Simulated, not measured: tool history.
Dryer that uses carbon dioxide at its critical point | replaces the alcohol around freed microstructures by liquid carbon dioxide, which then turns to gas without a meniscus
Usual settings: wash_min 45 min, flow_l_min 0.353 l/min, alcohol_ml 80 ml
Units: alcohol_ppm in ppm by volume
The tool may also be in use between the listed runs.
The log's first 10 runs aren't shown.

run,hour,wash_min,flow_l_min,alcohol_ml,hours of work since the filter was changed,hours of work since the purifier's bed was changed,alcohol_ppm
11,76.7,45,0.353,78,137,101,165
12,85.3,45,0.353,78,142,105,179
13,94,45,0.353,78,146,110,175
14,100.5,69,0.353,80,150,113,50
15,107.1,66,0.353,80,153,117,50
16,113.2,66,0.353,80,156,120,44
17,122,66,0.353,80,161,124,51
18,127.2,66,0.353,80,163,127,48
19,135.1,29,0.353,102,167,131,1474
20,141.9,63,0.353,21,171,134,48
21,148.7,37,0.353,112,174,138,612
22,156.5,59,0.322,84,178,142,101
23,165.4,45,0.481,80,183,146,61
24,173.2,33,0.353,28,187,150,285

The next listed run, before its measurement:
25,178.9,45,0.4,35,190,153,?

alcohol_ppm: 76 ppm by volume
Without the tool's hidden state the same run would have given alcohol_ppm 28 ppm by volume.
